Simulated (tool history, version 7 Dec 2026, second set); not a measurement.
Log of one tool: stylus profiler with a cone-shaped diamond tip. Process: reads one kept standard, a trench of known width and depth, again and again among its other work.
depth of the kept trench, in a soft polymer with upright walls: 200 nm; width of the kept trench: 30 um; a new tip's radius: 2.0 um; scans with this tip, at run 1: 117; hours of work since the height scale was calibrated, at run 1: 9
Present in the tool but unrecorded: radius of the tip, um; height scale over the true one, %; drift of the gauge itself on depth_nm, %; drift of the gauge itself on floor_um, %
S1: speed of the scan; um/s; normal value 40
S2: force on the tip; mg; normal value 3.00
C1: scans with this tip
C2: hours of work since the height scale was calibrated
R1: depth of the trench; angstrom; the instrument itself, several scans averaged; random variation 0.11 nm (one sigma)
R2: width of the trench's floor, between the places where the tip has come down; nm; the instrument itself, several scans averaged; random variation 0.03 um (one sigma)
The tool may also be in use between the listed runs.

run	hour	S1	S2	C1	C2	R1	R2
1	0.0	40	3.00	117	9	2014.9	27980
2	39.6	40	3.00	484	36	2014.5	27920
3	80.7	40	3.00	865	65	2014.6	27910
4	113.5	37	3.00	1169	87	2012.7	27860
5	155.7	40	3.00	1560	117	2012.9	27880
6	195.0	40	1.06	1925	144	2004.0	27620
7	231.5	40	3.70	2263	169	2014.6	27800
8	287.5	40	3.70	2782	208	2014.6	27700
9	325.1	12	3.70	3130	234	2011.9	27780
10	353.4	12	3.70	3393	254	2013.2	27810
11	411.2	12	3.75	3928	294	2015.0	27750
12	456.9	12	3.75	4352	325	2012.8	27740
13	487.9	12	3.75	4639	347	2012.3	27680
14	516.0	12	3.75	4900	366	2012.8	27720
15	573.7	12	3.75	5435	406	2012.6	27650
16	624.4	12	3.75	5904	441	2013.3	27550
17	670.7	12	3.75	6334	473	2011.9	27540
18	712.9	12	3.75	6725	502	2013.2	27520
19	753.7	40	3.00	7103	531	2010.6	27290
20	808.1	40	3.00	7607	568	2010.1	27280
21	842.7	40	3.00	7928	592	2009.4	27180
22	896.6	40	5.56	8427	630	2019.4	27280
23	953.7	40	1.47	8956	669	2003.6	27100
24	1007.9	56	5.53	9459	707	2015.3	27110
25	1058.0	56	5.53	9924	742	2015.2	27120
26	1116.6	56	5.53	10467	782	2016.2	27050
27	1165.4	56	5.53	10919	816	2013.6	27050
28	1223.5	15	1.04	11457	856	1999.2	27100
29	1279.3	16	1.26	11975	895	2001.0	27030
30	1334.5	76	8.46	12486	933	2021.8	26900
# hour 1388.8: new tip fitted, height scale calibrated
31	1394.1	56	1.74	49	4	2010.1	27860
32	1434.7	20	1.74	426	32	2007.8	28050
33	1490.7	20	1.74	944	71	2007.9	28020
34	1524.0	20	1.74	1253	94	2007.7	27930
35	1554.6	29	5.31	1537	115	2020.8	27990
36	1606.4	96	4.85	2017	151	2018.8	27630
37	1638.3	26	6.89	2313	173	2023.4	27890
38	1694.3	26	6.89	2832	212	2025.5	27860
39	1742.0	26	3.85	3274	245	2017.5	27780
40	1767.5	26	3.85	3510	262	2014.9	27740
41	1805.2	26	5.98	3860	288	2022.5	27840
42	1857.9	71	1.22	4348	325	2007.4	27140

What does the tool deliver on the next run?
43	1903.4	25	2.85	4770	356	?	?

R1: 2011.3 angstrom
R2: 27680 nm
The same run, on a tool lacking any hidden state, would have yielded R1 2014.4 angstrom, R2 28150 nm.
